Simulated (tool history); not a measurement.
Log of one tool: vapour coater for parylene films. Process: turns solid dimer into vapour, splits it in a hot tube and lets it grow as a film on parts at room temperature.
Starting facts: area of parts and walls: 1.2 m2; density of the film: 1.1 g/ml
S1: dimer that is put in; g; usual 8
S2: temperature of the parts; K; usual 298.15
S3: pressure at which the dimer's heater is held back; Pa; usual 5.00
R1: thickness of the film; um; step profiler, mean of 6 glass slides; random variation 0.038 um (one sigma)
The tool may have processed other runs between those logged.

run	hour	S1	S2	S3	R1
1	0.0	8	298.15	5.00	3.95
2	35.5	8	298.15	5.00	3.97
3	75.5	8	298.15	5.00	3.87
4	113.0	13	298.15	5.00	6.20
5	146.8	13	298.15	4.90	6.21
6	210.9	13	298.15	4.90	6.79
7	241.8	13	298.15	4.90	6.78
8	301.8	13	298.15	4.90	6.68
9	348.6	8	298.15	3.88	4.11
10	377.5	8	298.15	3.88	4.09
11	407.8	8	298.15	3.88	4.05
12	439.5	6	291.15	5.00	4.00
13	470.7	6	295.15	3.31	3.53
14	531.4	6	295.15	3.31	3.35
15	568.9	6	295.15	4.58	3.33
16	627.6	6	310.15	6.51	1.94
17	666.8	4	307.15	5.00	1.48
18	696.3	4	307.15	5.00	1.44
19	727.4	6	294.15	2.17	3.78
20	755.7	6	294.15	2.17	3.80
21	816.3	8	291.15	2.88	5.52

Removed from this log: 2 entries logged between the listed runs. Between which two listed runs does each belong, and how does the tool's hidden state at the listed run before it compare with that at the listed run after it?
Between runs 5 and 6: trap's valve overhauled (hour 171.2)
  vapour lost through the trap's worn valve, %: 8.1 -> 1.3; true temperature of the parts over the reading, C: -0.9 -> -0.93
  measured value less the no-hidden-state value, R1: -0.32 -> +0.16 um
Between runs 15 and 16: trap's valve overhauled (hour 611.2)
  vapour lost through the trap's worn valve, %: 7.4 -> 0.4; true temperature of the parts over the reading, C: -1.13 -> -1.16
  measured value less the no-hidden-state value, R1: -0.11 -> +0.08 um
